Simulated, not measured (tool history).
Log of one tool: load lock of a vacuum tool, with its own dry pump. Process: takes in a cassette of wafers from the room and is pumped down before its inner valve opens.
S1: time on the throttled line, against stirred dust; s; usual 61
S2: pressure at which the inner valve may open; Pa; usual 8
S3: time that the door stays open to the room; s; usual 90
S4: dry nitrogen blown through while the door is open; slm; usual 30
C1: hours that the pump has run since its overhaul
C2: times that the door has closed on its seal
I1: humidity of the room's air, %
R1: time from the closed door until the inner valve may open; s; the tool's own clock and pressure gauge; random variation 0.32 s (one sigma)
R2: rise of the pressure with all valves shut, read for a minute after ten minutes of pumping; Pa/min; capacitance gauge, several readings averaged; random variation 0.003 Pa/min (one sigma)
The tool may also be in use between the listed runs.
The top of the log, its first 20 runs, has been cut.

{"run": 21, "hour": 1988.3, "S1": 39, "S2": 7, "S3": 90, "S4": 30, "C1": 9461, "C2": 31641, "I1": 45.5, "R1": 71.2, "R2": 0.041}
{"run": 22, "hour": 2059.4, "S1": 61, "S2": 8, "S3": 90, "S4": 5, "C1": 9532, "C2": 31995, "I1": 45.9, "R1": 90.2, "R2": 0.074}
{"run": 23, "hour": 2182.6, "S1": 100, "S2": 14, "S3": 90, "S4": 23, "C1": 9655, "C2": 32610, "I1": 43.0, "R1": 121.5, "R2": 0.042}
{"run": 24, "hour": 2250.1, "S1": 40, "S2": 12, "S3": 90, "S4": 30, "C1": 9723, "C2": 32947, "I1": 45.9, "R1": 70.7, "R2": 0.044}
{"run": 25, "hour": 2315.0, "S1": 40, "S2": 12, "S3": 90, "S4": 30, "C1": 9788, "C2": 33271, "I1": 46.3, "R1": 69.7, "R2": 0.045}
{"run": 26, "hour": 2412.6, "S1": 85, "S2": 7, "S3": 90, "S4": 29, "C1": 9885, "C2": 33758, "I1": 44.5, "R1": 110.5, "R2": 0.043}
{"run": 27, "hour": 2526.7, "S1": 58, "S2": 11, "S3": 118, "S4": 12, "C1": 10000, "C2": 34328, "I1": 43.0, "R1": 86.0, "R2": 0.06}
{"run": 28, "hour": 2611.0, "S1": 33, "S2": 11, "S3": 90, "S4": 30, "C1": 10084, "C2": 34748, "I1": 43.7, "R1": 64.5, "R2": 0.038}

Run 29 comes next. What will it give?
{"run": 29, "hour": 2734.0, "S1": 42, "S2": 9, "S3": 71, "S4": 5, "C1": 10207, "C2": 35362, "I1": 43.8, "R1": "?", "R2": "?"}

R1: 73.2 s
R2: 0.062 Pa/min
The same run, on a tool lacking any hidden state, would have yielded R1 73.2 s, R2 0.062 Pa/min.

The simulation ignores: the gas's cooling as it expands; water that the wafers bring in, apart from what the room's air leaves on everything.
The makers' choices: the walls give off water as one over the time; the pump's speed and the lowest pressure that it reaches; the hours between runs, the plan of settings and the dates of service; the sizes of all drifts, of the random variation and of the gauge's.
